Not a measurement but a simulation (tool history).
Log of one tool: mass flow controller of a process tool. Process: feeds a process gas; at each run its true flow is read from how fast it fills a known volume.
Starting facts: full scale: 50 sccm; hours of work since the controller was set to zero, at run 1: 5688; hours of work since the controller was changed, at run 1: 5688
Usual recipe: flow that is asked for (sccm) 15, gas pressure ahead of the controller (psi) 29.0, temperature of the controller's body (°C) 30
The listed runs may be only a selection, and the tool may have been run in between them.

run	day	flow that is asked for (sccm)	gas pressure ahead of the controller (psi)	temperature of the controller's body (°C)	hours of work since the controller was set to zero	hours of work since the controller was changed	true flow (%)
1	0.000	15	29.0	30	5688	5688	99.84
# day 5.533: controller exchanged for a calibrated one
2	10.854	15	29.0	30	80	80	99.95
3	19.583	15	21.2	30	210	210	99.63
4	28.579	15	21.2	30	344	344	99.66
5	38.238	15	27.4	30	489	489	99.87
6	45.771	15	27.4	30	601	601	99.84
7	52.667	15	34.2	30	704	704	99.92
8	57.667	15	34.2	30	779	779	100.10
9	65.375	15	34.2	30	894	894	99.98
10	76.971	15	34.2	30	1068	1068	100.14
11	82.225	15	26.3	30	1146	1146	99.69
12	91.567	15	26.3	30	1286	1286	99.88
13	99.338	15	29.0	30	1402	1402	99.79
14	110.625	15	29.0	30	1571	1571	99.98
15	120.858	15	29.0	30	1724	1724	99.93
16	125.888	15	29.0	30	1799	1799	99.81
17	132.433	5	29.0	30	1897	1897	99.67
18	138.596	5	29.0	30	1989	1989	99.84
19	143.342	5	29.0	30	2060	2060	99.65
20	149.262	5	29.0	30	2148	2148	99.70
21	156.942	5	29.0	30	2263	2263	99.75
22	162.267	5	29.0	30	2342	2342	99.70
23	167.279	5	29.0	30	2417	2417	99.66
24	173.504	5	29.0	30	2510	2510	99.73
25	181.812	6	22.9	24	2634	2634	98.92
26	192.054	6	22.9	24	2788	2788	98.98
27	199.550	6	22.9	24	2900	2900	99.09
28	208.192	6	22.9	24	3029	3029	98.87
29	218.646	6	22.0	25	3185	3185	99.13
30	229.892	15	28.6	30	3353	3353	99.86
31	241.175	15	28.6	30	3522	3522	99.75
32	249.779	6	32.5	30	3650	3650	99.96
33	255.896	7	28.7	39	3742	3742	100.75
34	263.917	19	29.0	38	3861	3861	100.73
35	275.262	15	28.0	30	4031	4031	99.88
36	286.579	15	28.0	30	4200	4200	99.69
37	294.612	36	24.7	31	4320	4320	100.26
38	303.838	30	24.7	31	4458	4458	100.21
39	310.217	21	24.7	29	4553	4553	99.79
40	321.396	6	22.0	30	4720	4720	99.65
41	327.350	33	29.3	30	4809	4809	100.24
42	332.071	33	29.3	30	4880	4880	100.13
43	342.246	35	26.5	30	5032	5032	100.18
44	348.304	35	26.5	30	5123	5123	100.20
45	358.312	15	27.3	30	5272	5272	99.80
46	369.238	12	29.3	30	5435	5435	99.92
47	380.146	12	31.8	29	5599	5599	99.89

Expected results for the next run?
# day 391.067: controller exchanged for a calibrated one
48	391.067	15	29.0	33	0	0	?

Run 48 yielded true flow (%) 100.26.
If the tool had no hidden condition, the same run with the same run-to-run variation would have returned true flow (%) 100.26.
